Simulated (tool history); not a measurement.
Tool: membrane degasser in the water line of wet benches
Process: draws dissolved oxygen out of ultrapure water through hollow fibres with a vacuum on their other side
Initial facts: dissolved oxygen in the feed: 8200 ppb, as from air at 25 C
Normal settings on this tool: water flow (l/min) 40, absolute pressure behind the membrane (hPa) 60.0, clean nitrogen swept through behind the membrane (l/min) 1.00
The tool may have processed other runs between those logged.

run   hour  water flow (l/min)  absolute pressure behind the membrane (hPa)  clean nitrogen swept through behind the membrane (l/min)  dissolved oxygen in the water behind the degasser (ppb)  pressure that the water loses in the fibres (hPa)
  1    0.0                  40                                         60.0                                                      1.00                                                    355.5                                              365.6
  2   19.5                  40                                         60.0                                                      0.95                                                    363.9                                              361.9
  3   47.6                  40                                        107.6                                                      1.00                                                    700.2                                              360.9
  4   87.9                  40                                         87.0                                                      1.00                                                    553.2                                              362.7
  5  127.5                  33                                         87.0                                                      1.00                                                    463.2                                              301.5
  6  157.6                  33                                         87.0                                                      1.00                                                    458.2                                              299.9
  7  191.2                  33                                         87.0                                                      1.00                                                    461.4                                              303.0
  8  227.0                  33                                         87.0                                                      1.00                                                    461.5                                              299.5
  9  270.0                  33                                         87.0                                                      1.00                                                    464.0                                              303.5
 10  296.6                  33                                         87.0                                                      1.00                                                    461.9                                              301.8
 11  336.8                  33                                         87.0                                                      1.00                                                    462.5                                              299.9
     341.1  -- vacuum gauge calibrated
 12  374.1                  33                                         87.0                                                      1.00                                                    462.9                                              299.4
 13  400.1                  33                                         87.0                                                      1.00                                                    462.4                                              302.1
 14  426.6                  33                                         87.0                                                      1.00                                                    467.5                                              304.8
 15  447.8                  61                                         87.0                                                      1.00                                                    823.9                                              559.4
     458.5  -- vacuum gauge calibrated, once more
 16  487.4                  51                                         66.0                                                      1.00                                                    520.7                                              466.6
 17  513.6                  51                                         66.0                                                      1.00                                                    530.9                                              468.4
 18  561.1                  40                                         46.0                                                      2.21                                                    193.4                                              369.8
 19  596.0                  40                                         46.0                                                      2.21                                                    195.2                                              367.9
 20  636.5                  48                                         60.0                                                      2.14                                                    324.2                                              437.6
 21  672.1                  56                                        118.8                                                      1.00                                                   1039.4                                              515.3
 22  704.6                  31                                        149.2                                                      1.18                                                    706.7                                              284.6
 23  734.3                  31                                        149.2                                                      1.18                                                    695.8                                              285.0
 24  756.8                  35                                         60.0                                                      0.65                                                    379.9                                              320.3
 25  778.1                  28                                         96.6                                                      0.43                                                    773.9                                              257.4
 26  810.9                  56                                         65.1                                                      0.58                                                    699.8                                              512.4
 27  843.4                  56                                         65.1                                                      0.58                                                    701.7                                              518.1
 28  890.8                  56                                         65.1                                                      0.58                                                    714.2                                              511.4

Hidden state or all else? Some run-to-run changes of dissolved oxygen in the water behind the degasser (ppb), split into what the settings, what came in and random variation would give without the hidden state, and what is left for the hidden state (with any gauge scatter that isn't in both results):
What the log doesn't record here: membrane still open, %; true pressure behind the membrane over the reading, kPa; air that leaks in behind the membrane, l/min; drift of the gauge itself on oxygen_ppb, %; drift of the gauge itself on loss_of_pressure_kpa, %.
Run 14 -> 15: water flow (l/min) 33 -> 61. dissolved oxygen in the water behind the degasser (ppb) +356.4: hidden state +9.7, all else +346.7.
Run 15 -> 16: water flow (l/min) 61 -> 51, absolute pressure behind the membrane (hPa) 87.0 -> 66.0, vacuum gauge calibrated, once more. dissolved oxygen in the water behind the degasser (ppb) -303.2: hidden state -16.0, all else -287.2.
Run 20 -> 21: water flow (l/min) 48 -> 56, absolute pressure behind the membrane (hPa) 60.0 -> 118.8, clean nitrogen swept through behind the membrane (l/min) 2.14 -> 1.00. dissolved oxygen in the water behind the degasser (ppb) +715.2: hidden state +0.3, all else +714.9.
Run 24 -> 25: water flow (l/min) 35 -> 28, absolute pressure behind the membrane (hPa) 60.0 -> 96.6, clean nitrogen swept through behind the membrane (l/min) 0.65 -> 0.43. dissolved oxygen in the water behind the degasser (ppb) +394.0: hidden state -2.9, all else +396.9.
